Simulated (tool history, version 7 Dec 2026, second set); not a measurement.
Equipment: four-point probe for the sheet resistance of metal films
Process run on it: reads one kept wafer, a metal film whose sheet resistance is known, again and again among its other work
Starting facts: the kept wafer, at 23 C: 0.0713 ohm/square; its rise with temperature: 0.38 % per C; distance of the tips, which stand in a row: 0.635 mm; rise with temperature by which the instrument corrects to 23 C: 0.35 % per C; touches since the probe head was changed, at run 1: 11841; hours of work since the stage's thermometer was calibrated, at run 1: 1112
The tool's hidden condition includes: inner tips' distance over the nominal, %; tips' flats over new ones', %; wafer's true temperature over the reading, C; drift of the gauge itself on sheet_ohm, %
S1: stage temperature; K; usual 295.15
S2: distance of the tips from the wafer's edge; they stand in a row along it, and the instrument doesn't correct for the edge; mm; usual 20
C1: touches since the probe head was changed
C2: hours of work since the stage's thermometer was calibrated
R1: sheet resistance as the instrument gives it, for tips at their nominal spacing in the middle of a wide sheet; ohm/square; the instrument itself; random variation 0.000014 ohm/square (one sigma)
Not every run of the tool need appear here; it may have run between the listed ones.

{"run": 1, "day": 0.0, "S1": 295.15, "S2": 20, "C1": 11841, "C2": 1112, "R1": 0.071376}
{"run": 2, "day": 0.871, "S1": 295.15, "S2": 20, "C1": 12250, "C2": 1126, "R1": 0.071423}
{"run": 3, "day": 1.35, "S1": 295.15, "S2": 6, "C1": 12476, "C2": 1133, "R1": 0.071806}
{"run": 4, "day": 2.138, "S1": 305.15, "S2": 20, "C1": 12846, "C2": 1146, "R1": 0.07164}
{"run": 5, "day": 2.929, "S1": 305.15, "S2": 20, "C1": 13219, "C2": 1158, "R1": 0.071668}
{"run": 6, "day": 3.575, "S1": 305.15, "S2": 20, "C1": 13524, "C2": 1168, "R1": 0.07168}
{"run": 7, "day": 4.321, "S1": 305.15, "S2": 20, "C1": 13874, "C2": 1180, "R1": 0.071655}
{"run": 8, "day": 5.2, "S1": 305.15, "S2": 20, "C1": 14288, "C2": 1194, "R1": 0.071647}
{"run": 9, "day": 5.638, "S1": 295.15, "S2": 15, "C1": 14494, "C2": 1201, "R1": 0.071504}
{"run": 10, "day": 6.375, "S1": 295.15, "S2": 15, "C1": 14841, "C2": 1213, "R1": 0.071472}
{"run": 11, "day": 6.933, "S1": 295.15, "S2": 20, "C1": 15103, "C2": 1221, "R1": 0.07144}
{"run": 12, "day": 7.529, "S1": 295.15, "S2": 20, "C1": 15383, "C2": 1231, "R1": 0.071449}
{"run": 13, "day": 8.025, "S1": 295.15, "S2": 20, "C1": 15616, "C2": 1239, "R1": 0.07144}
{"run": 14, "day": 8.55, "S1": 295.15, "S2": 20, "C1": 15863, "C2": 1247, "R1": 0.071448}
{"run": 15, "day": 8.988, "S1": 295.15, "S2": 3, "C1": 16070, "C2": 1254, "R1": 0.073106}
{"run": 16, "day": 9.633, "S1": 295.15, "S2": 20, "C1": 16373, "C2": 1264, "R1": 0.071445}
{"run": 17, "day": 10.338, "S1": 295.15, "S2": 20, "C1": 16704, "C2": 1275, "R1": 0.071474}
{"run": 18, "day": 10.762, "S1": 295.15, "S2": 20, "C1": 16905, "C2": 1282, "R1": 0.071476}
{"run": 19, "day": 11.217, "S1": 295.15, "S2": 20, "C1": 17119, "C2": 1289, "R1": 0.071453}
{"run": 20, "day": 11.846, "S1": 295.15, "S2": 20, "C1": 17415, "C2": 1299, "R1": 0.071456}
{"day": 11.912, "done": "stage's thermometer calibrated"}
{"run": 21, "day": 12.512, "S1": 295.15, "S2": 20, "C1": 17717, "C2": 9, "R1": 0.071487}
{"run": 22, "day": 13.346, "S1": 295.15, "S2": 20, "C1": 18111, "C2": 23, "R1": 0.071511}
{"run": 23, "day": 14.117, "S1": 295.15, "S2": 20, "C1": 18473, "C2": 35, "R1": 0.071475}
{"day": 14.358, "done": "stage's thermometer calibrated, once more"}
{"run": 24, "day": 15.058, "S1": 297.15, "S2": 27, "C1": 18905, "C2": 11, "R1": 0.071425}
{"run": 25, "day": 15.971, "S1": 297.15, "S2": 27, "C1": 19335, "C2": 25, "R1": 0.071417}
{"run": 26, "day": 16.571, "S1": 297.15, "S2": 27, "C1": 19617, "C2": 35, "R1": 0.071449}
{"run": 27, "day": 17.342, "S1": 304.15, "S2": 12, "C1": 19980, "C2": 47, "R1": 0.071678}
{"run": 28, "day": 18.229, "S1": 304.15, "S2": 12, "C1": 20397, "C2": 61, "R1": 0.07172}
{"run": 29, "day": 19.096, "S1": 304.15, "S2": 12, "C1": 20806, "C2": 75, "R1": 0.071701}
{"run": 30, "day": 19.604, "S1": 304.15, "S2": 12, "C1": 21044, "C2": 83, "R1": 0.071684}
{"run": 31, "day": 20.471, "S1": 301.15, "S2": 43, "C1": 21451, "C2": 97, "R1": 0.071555}
{"run": 32, "day": 21.35, "S1": 301.15, "S2": 69, "C1": 21865, "C2": 110, "R1": 0.071519}
{"run": 33, "day": 22.221, "S1": 301.15, "S2": 69, "C1": 22275, "C2": 124, "R1": 0.071522}
{"run": 34, "day": 23.108, "S1": 291.15, "S2": 5, "C1": 22693, "C2": 138, "R1": 0.07194}
{"run": 35, "day": 23.938, "S1": 306.15, "S2": 27, "C1": 23083, "C2": 151, "R1": 0.071722}
{"run": 36, "day": 24.575, "S1": 306.15, "S2": 27, "C1": 23383, "C2": 161, "R1": 0.071702}
{"run": 37, "day": 25.404, "S1": 306.15, "S2": 27, "C1": 23772, "C2": 174, "R1": 0.071697}
{"run": 38, "day": 26.196, "S1": 306.15, "S2": 27, "C1": 24145, "C2": 187, "R1": 0.071677}
{"run": 39, "day": 26.804, "S1": 306.15, "S2": 27, "C1": 24431, "C2": 197, "R1": 0.071718}
{"run": 40, "day": 27.238, "S1": 306.15, "S2": 27, "C1": 24636, "C2": 203, "R1": 0.0717}
{"run": 41, "day": 28.062, "S1": 301.15, "S2": 13, "C1": 25024, "C2": 217, "R1": 0.071651}
{"run": 42, "day": 28.438, "S1": 301.15, "S2": 13, "C1": 25201, "C2": 222, "R1": 0.071642}
{"run": 43, "day": 29.083, "S1": 301.15, "S2": 13, "C1": 25505, "C2": 233, "R1": 0.071678}
{"run": 44, "day": 29.525, "S1": 301.15, "S2": 41, "C1": 25711, "C2": 240, "R1": 0.071588}

Describe how what the log doesn't record of the tool's condition differs between the last listed run preceding each entry between runs and the first listed run following it.
Runs 20 to 21: stage's thermometer calibrated (day 11.912)
  inner tips' distance over the nominal, %: 0.103 -> 0.108; wafer's true temperature over the reading, C: 0.31 -> 0.36
  measured less the result without the state, R1: +0.000164 -> +0.000183 ohm/square
Runs 23 to 24: stage's thermometer calibrated, once more (day 14.358)
  inner tips' distance over the nominal, %: 0.119 -> 0.124; wafer's true temperature over the reading, C: 0.37 -> -0.07
  measured less the result without the state, R1: +0.000193 -> +0.000079 ohm/square
